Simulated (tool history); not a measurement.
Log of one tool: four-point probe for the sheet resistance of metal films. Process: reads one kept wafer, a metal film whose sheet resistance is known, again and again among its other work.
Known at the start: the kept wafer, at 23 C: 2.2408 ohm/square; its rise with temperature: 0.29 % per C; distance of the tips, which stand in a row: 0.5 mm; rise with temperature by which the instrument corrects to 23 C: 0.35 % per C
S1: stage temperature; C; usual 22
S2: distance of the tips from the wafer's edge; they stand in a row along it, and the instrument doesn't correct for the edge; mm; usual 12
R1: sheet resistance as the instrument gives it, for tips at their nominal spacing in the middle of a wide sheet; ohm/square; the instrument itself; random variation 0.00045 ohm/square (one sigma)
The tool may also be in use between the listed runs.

Run 1, hour 0.0: usual settings. Result: R1 2.244008 ohm/square.
Run 2, hour 15.8: usual settings. Result: R1 2.244242 ohm/square.
Run 3, hour 26.7: usual settings. Result: R1 2.245475 ohm/square.
Run 4, hour 40.7: usual settings but S2 21 mm. Result: R1 2.243180 ohm/square.
Run 5, hour 52.0: usual settings but S2 21 mm. Result: R1 2.243437 ohm/square.
Run 6, hour 64.9: usual settings but S2 34 mm. Result: R1 2.242371 ohm/square.
Run 7, hour 80.8: usual settings but S2 34 mm. Result: R1 2.243031 ohm/square.
Run 8, hour 97.7: usual settings but S2 5 mm. Result: R1 2.254312 ohm/square.
Run 9, hour 113.1: usual settings but S2 5 mm. Result: R1 2.255122 ohm/square.
Run 10, hour 129.0: usual settings. Result: R1 2.244166 ohm/square.
Run 11, hour 136.1: usual settings. Result: R1 2.244295 ohm/square.
Run 12, hour 148.3: usual settings but S2 51 mm. Result: R1 2.242538 ohm/square.
Run 13, hour 161.0: usual settings but S2 23 mm. Result: R1 2.242569 ohm/square.
Run 14, hour 169.7: usual settings but S2 23 mm. Result: R1 2.243132 ohm/square.
Run 15, hour 182.1: usual settings but S2 23 mm. Result: R1 2.242413 ohm/square.
Run 16, hour 189.2: usual settings. Result: R1 2.244009 ohm/square.
Run 17, hour 203.8: usual settings. Result: R1 2.243901 ohm/square.
Run 18, hour 219.4: usual settings. Result: R1 2.244178 ohm/square.
Run 19, hour 228.1: usual settings but S2 4 mm. Result: R1 2.260786 ohm/square.
Run 20, hour 239.4: usual settings but S2 4 mm. Result: R1 2.260709 ohm/square.
Run 21, hour 254.4: usual settings. Result: R1 2.244521 ohm/square.
Run 22, hour 261.8: usual settings. Result: R1 2.244240 ohm/square.
Run 23, hour 276.4: usual settings but S1 23 C, S2 29 mm. Result: R1 2.240972 ohm/square.
Run 24, hour 285.4: usual settings but S2 15 mm. Result: R1 2.243359 ohm/square.
Run 25, hour 301.0: usual settings but S1 34 C, S2 4 mm. Result: R1 2.244765 ohm/square.
Run 26, hour 311.1: usual settings but S1 34 C, S2 4 mm. Result: R1 2.244696 ohm/square.
Run 27, hour 323.7: usual settings but S1 34 C, S2 4 mm. Result: R1 2.244471 ohm/square.
Run 28, hour 335.8: usual settings but S1 34 C, S2 4 mm. Result: R1 2.244751 ohm/square.
Run 29, hour 352.8: usual settings but S2 5 mm. Result: R1 2.254218 ohm/square.
Run 30, hour 369.0: usual settings but S2 5 mm. Result: R1 2.253962 ohm/square.
Run 31, hour 386.1: usual settings but S2 5 mm. Result: R1 2.253566 ohm/square.
Run 32, hour 401.4: usual settings but S1 27 C, S2 37 mm. Result: R1 2.235932 ohm/square.
Run 33, hour 414.6: usual settings but S1 27 C, S2 37 mm. Result: R1 2.235738 ohm/square.
Run 34, hour 426.6: usual settings but S1 31 C, S2 4 mm. Result: R1 2.249620 ohm/square.
Run 35, hour 438.0: usual settings but S2 36 mm. Result: R1 2.242168 ohm/square.
Run 36, hour 455.0: usual settings but S1 31 C, S2 9 mm. Result: R1 2.234488 ohm/square.
Run 37, hour 468.3: usual settings but S1 21 C. Result: R1 2.245526 ohm/square.
Run 38, hour 481.2: usual settings but S1 21 C. Result: R1 2.245315 ohm/square.
Run 39, hour 496.1: usual settings but S1 20 C, S2 10 mm. Result: R1 2.247865 ohm/square.
Run 40, hour 503.4: usual settings but S2 49 mm. Result: R1 2.242008 ohm/square.
Run 41, hour 512.4: usual settings but S1 21 C, S2 49 mm. Result: R1 2.243630 ohm/square.
Run 42, hour 521.2: usual settings but S2 9 mm. Result: R1 2.245399 ohm/square.
Run 43, hour 530.2: usual settings but S1 32 C, S2 9 mm. Result: R1 2.232448 ohm/square.
Run 44, hour 537.3: usual settings but S1 32 C, S2 9 mm. Result: R1 2.232683 ohm/square.

Forecast each of these 5 alternatives for the next run:
Run A, hour 547.0: usual settings but S1 25 C. Result: R1 ?.
Run B, hour 547.0: usual settings but S1 18 C, S2 48 mm. Result: R1 ?.
Run C, hour 547.0: usual settings but S1 35 C, S2 7 mm. Result: R1 ?.
Run D, hour 547.0: usual settings but S1 32 C, S2 47 mm. Result: R1 ?.
Run E, hour 547.0: usual settings but S1 31 C, S2 5 mm. Result: R1 ?.

run        R1
  A  2.240486
  B  2.247753
  C  2.232515
  D  2.228838
  E  2.242296
Without the tool's hidden state the same runs would have given:
run        R1
  A  2.240463
  B  2.247730
  C  2.232492
  D  2.228816
  E  2.242274
